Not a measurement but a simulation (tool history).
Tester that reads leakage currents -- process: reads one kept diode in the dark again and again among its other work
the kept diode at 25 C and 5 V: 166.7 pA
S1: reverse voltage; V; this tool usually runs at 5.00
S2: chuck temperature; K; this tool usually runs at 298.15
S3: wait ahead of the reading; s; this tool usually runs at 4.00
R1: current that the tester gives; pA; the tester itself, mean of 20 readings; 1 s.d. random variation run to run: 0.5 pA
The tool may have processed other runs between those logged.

{"run": 1, "hour": 0.0, "S1": 5.0, "S2": 298.15, "S3": 4.0, "R1": 144.84}
{"run": 2, "hour": 23.4, "S1": 5.0, "S2": 298.15, "S3": 4.0, "R1": 144.99}
{"run": 3, "hour": 39.1, "S1": 5.0, "S2": 298.15, "S3": 4.0, "R1": 144.29}
{"run": 4, "hour": 65.7, "S1": 5.0, "S2": 296.15, "S3": 4.0, "R1": 124.03}
{"run": 5, "hour": 88.3, "S1": 5.0, "S2": 296.15, "S3": 4.0, "R1": 123.33}
{"run": 6, "hour": 105.2, "S1": 5.0, "S2": 296.15, "S3": 4.0, "R1": 124.32}
{"run": 7, "hour": 127.7, "S1": 5.0, "S2": 296.15, "S3": 4.0, "R1": 123.33}
{"run": 8, "hour": 150.5, "S1": 5.0, "S2": 298.15, "S3": 4.0, "R1": 143.84}
{"run": 9, "hour": 173.3, "S1": 5.0, "S2": 298.15, "S3": 4.0, "R1": 143.14}
{"run": 10, "hour": 199.7, "S1": 5.0, "S2": 298.15, "S3": 4.0, "R1": 144.07}
{"run": 11, "hour": 229.0, "S1": 5.0, "S2": 298.15, "S3": 4.0, "R1": 143.65}
{"run": 12, "hour": 253.0, "S1": 5.0, "S2": 298.15, "S3": 1.09, "R1": 144.84}
{"run": 13, "hour": 268.7, "S1": 5.0, "S2": 298.15, "S3": 1.09, "R1": 143.57}
{"run": 14, "hour": 285.9, "S1": 5.0, "S2": 298.15, "S3": 1.09, "R1": 143.04}
{"run": 15, "hour": 313.9, "S1": 3.62, "S2": 298.15, "S3": 4.0, "R1": 129.24}
{"run": 16, "hour": 330.5, "S1": 3.62, "S2": 298.15, "S3": 4.0, "R1": 129.48}
{"run": 17, "hour": 345.5, "S1": 3.62, "S2": 307.15, "S3": 3.69, "R1": 249.6}
{"run": 18, "hour": 374.2, "S1": 5.0, "S2": 316.15, "S3": 4.0, "R1": 510.69}
{"run": 19, "hour": 392.7, "S1": 4.0, "S2": 298.15, "S3": 3.33, "R1": 132.9}
{"run": 20, "hour": 412.1, "S1": 1.0, "S2": 315.15, "S3": 3.94, "R1": 293.27}
{"run": 21, "hour": 440.6, "S1": 1.0, "S2": 315.15, "S3": 3.94, "R1": 291.5}
{"run": 22, "hour": 463.3, "S1": 3.85, "S2": 315.15, "S3": 3.94, "R1": 440.4}
{"run": 23, "hour": 486.1, "S1": 5.0, "S2": 298.15, "S3": 1.77, "R1": 142.48}
{"run": 24, "hour": 503.9, "S1": 5.0, "S2": 298.15, "S3": 1.77, "R1": 141.82}
{"run": 25, "hour": 530.1, "S1": 5.0, "S2": 328.15, "S3": 0.96, "R1": 1106.32}
{"run": 26, "hour": 553.0, "S1": 5.0, "S2": 313.15, "S3": 0.46, "R1": 416.34}
{"run": 27, "hour": 582.6, "S1": 1.46, "S2": 302.15, "S3": 2.59, "R1": 130.87}
{"run": 28, "hour": 601.7, "S1": 8.97, "S2": 309.15, "S3": 3.31, "R1": 375.88}
{"run": 29, "hour": 627.6, "S1": 8.97, "S2": 309.15, "S3": 3.31, "R1": 375.21}

Branching from run 29: 4 alternative next runs. What would each branch give?
{"run": "A", "hour": 640.6, "S1": 16.75, "S2": 309.15, "S3": 3.31, "R1": "?"}
{"run": "B", "hour": 640.6, "S1": 1.37, "S2": 298.15, "S3": 4.0, "R1": "?"}
{"run": "C", "hour": 640.6, "S1": 5.0, "S2": 298.15, "S3": 4.0, "R1": "?"}
{"run": "D", "hour": 640.6, "S1": 3.72, "S2": 307.15, "S3": 4.5, "R1": "?"}

run=A R1=454.23
run=B R1=95.02
run=C R1=141.08
run=D R1=247.67
Take away the tool's hidden state, keep each run's random variation, and the runs would have read:
run=A R1=531.53
run=B R1=112.89
run=C R1=167.14
run=D R1=291.30
